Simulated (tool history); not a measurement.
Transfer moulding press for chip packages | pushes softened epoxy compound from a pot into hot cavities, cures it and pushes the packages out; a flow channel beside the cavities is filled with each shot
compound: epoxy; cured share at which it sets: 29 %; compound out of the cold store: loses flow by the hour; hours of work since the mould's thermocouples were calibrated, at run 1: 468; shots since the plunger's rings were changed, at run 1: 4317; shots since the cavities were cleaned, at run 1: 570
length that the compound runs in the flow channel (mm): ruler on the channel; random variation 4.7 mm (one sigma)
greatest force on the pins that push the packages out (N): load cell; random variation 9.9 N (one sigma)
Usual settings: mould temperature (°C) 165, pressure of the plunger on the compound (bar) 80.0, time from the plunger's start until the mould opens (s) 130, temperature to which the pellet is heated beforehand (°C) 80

| run | day | mould temperature (°C) | pressure of the plunger on the compound (bar) | time from the plunger's start until the mould opens (s) | temperature to which the pellet is heated beforehand (°C) | hours of work since the mould's thermocouples were calibrated | shots since the plunger's rings were changed | shots since the cavities were cleaned | incoming compound's hours out of the cold store | length that the compound runs in the flow channel (mm) | greatest force on the pins that push the packages out (N) |
|---|---|---|---|---|---|---|---|---|---|---|---|
| 1 | 0.000 | 165 | 80.0 | 130 | 80 | 468 | 4317 | 570 | 41.0 | 606 | 747 |
| 2 | 1.304 | 165 | 80.0 | 130 | 80 | 482 | 4499 | 752 | 38.1 | 615 | 815 |
| 3 | 3.371 | 165 | 80.0 | 114 | 80 | 503 | 4788 | 1041 | 31.2 | 642 | 990 |
|  | 3.742 | cavities cleaned with cleaning compound and waxed |
| 4 | 5.317 | 165 | 80.0 | 114 | 80 | 522 | 5052 | 220 | 41.7 | 601 | 650 |
|  | 7.038 | plunger's sealing rings changed |
| 5 | 7.367 | 165 | 80.0 | 130 | 80 | 542 | 47 | 492 | 22.6 | 710 | 718 |
| 6 | 9.200 | 165 | 80.0 | 130 | 80 | 561 | 303 | 748 | 39.4 | 633 | 778 |
| 7 | 11.258 | 165 | 80.0 | 130 | 80 | 582 | 591 | 1036 | 22.0 | 708 | 859 |
|  | 11.629 | cavities cleaned with cleaning compound and waxed |
| 8 | 12.896 | 165 | 80.0 | 128 | 80 | 598 | 811 | 177 | 20.8 | 717 | 594 |
| 9 | 14.029 | 165 | 80.0 | 130 | 80 | 610 | 969 | 335 | 24.5 | 698 | 665 |
| 10 | 15.242 | 165 | 80.0 | 111 | 80 | 622 | 1139 | 505 | 11.3 | 773 | 884 |
|  | 15.712 | mould's thermocouples calibrated |
| 11 | 16.879 | 165 | 80.0 | 130 | 80 | 12 | 1356 | 722 | 31.3 | 667 | 830 |
| 12 | 18.633 | 165 | 80.0 | 130 | 80 | 30 | 1601 | 967 | 27.2 | 686 | 883 |
|  | 19.483 | cavities cleaned with cleaning compound and waxed |
| 13 | 20.421 | 165 | 80.0 | 130 | 80 | 48 | 1842 | 130 | 20.8 | 714 | 539 |
| 14 | 22.246 | 165 | 80.0 | 130 | 80 | 66 | 2098 | 386 | 15.0 | 738 | 715 |
| 15 | 24.021 | 165 | 64.4 | 130 | 84 | 85 | 2346 | 634 | 19.7 | 653 | 804 |
|  | 25.038 | mould's thermocouples calibrated, once more |
| 16 | 25.983 | 157 | 92.7 | 168 | 84 | 10 | 2609 | 897 | 37.7 | 693 | 876 |
|  | 27.408 | cavities cleaned with cleaning compound and waxed |
| 17 | 27.458 | 165 | 61.6 | 130 | 80 | 24 | 2806 | 7 | 44.5 | 527 | 454 |
| 18 | 28.567 | 170 | 80.0 | 130 | 75 | 36 | 2961 | 162 | 10.8 | 752 | 559 |
| 19 | 30.150 | 169 | 61.4 | 140 | 81 | 52 | 3182 | 383 | 47.5 | 500 | 672 |
| 20 | 31.504 | 169 | 61.4 | 140 | 81 | 66 | 3372 | 573 | 27.9 | 581 | 723 |
| 21 | 33.654 | 165 | 94.0 | 120 | 80 | 88 | 3672 | 873 | 36.3 | 679 | 893 |
|  | 35.188 | cavities cleaned with cleaning compound and waxed |
| 22 | 35.188 | 165 | 79.0 | 141 | 80 | 103 | 3878 | 0 | 32.5 | 642 | 460 |
| 23 | 36.238 | 165 | 61.1 | 125 | 84 | 114 | 4025 | 147 | 15.0 | 640 | 584 |
| 24 | 38.696 | 165 | 61.1 | 125 | 84 | 139 | 4368 | 490 | 32.7 | 559 | 715 |
| 25 | 41.096 | 165 | 80.0 | 130 | 76 | 163 | 4704 | 826 | 20.1 | 692 | 871 |
|  | 43.033 | cavities cleaned with cleaning compound and waxed |
| 26 | 43.167 | 165 | 83.7 | 137 | 84 | 184 | 4984 | 18 | 42.9 | 606 | 446 |
| 27 | 45.146 | 164 | 83.7 | 153 | 89 | 204 | 5261 | 295 | 27.8 | 681 | 607 |

Forecast each of these 4 alternatives for the next run:
|  | 45.412 | plunger's sealing rings changed |
| A | 47.496 | 164 | 92.0 | 149 | 71 | 227 | 291 | 609 | 44.0 | ? | ? |
|  | 45.412 | plunger's sealing rings changed |
| B | 47.496 | 165 | 80.0 | 130 | 80 | 227 | 291 | 609 | 17.6 | ? | ? |
|  | 45.412 | plunger's sealing rings changed |
| C | 47.496 | 165 | 88.1 | 130 | 80 | 227 | 291 | 609 | 40.2 | ? | ? |
|  | 45.412 | plunger's sealing rings changed |
| D | 47.496 | 164 | 98.6 | 150 | 89 | 227 | 291 | 609 | 37.7 | ? | ? |

| run | length that the compound runs in the flow channel (mm) | greatest force on the pins that push the packages out (N) |
|---|---|---|
| A | 661 | 748 |
| B | 736 | 803 |
| C | 660 | 769 |
| D | 716 | 753 |
Without the tool's hidden state the same runs would have given:
| run | length that the compound runs in the flow channel (mm) | greatest force on the pins that push the packages out (N) |
|---|---|---|
| A | 665 | 431 |
| B | 740 | 464 |
| C | 664 | 448 |
| D | 720 | 437 |

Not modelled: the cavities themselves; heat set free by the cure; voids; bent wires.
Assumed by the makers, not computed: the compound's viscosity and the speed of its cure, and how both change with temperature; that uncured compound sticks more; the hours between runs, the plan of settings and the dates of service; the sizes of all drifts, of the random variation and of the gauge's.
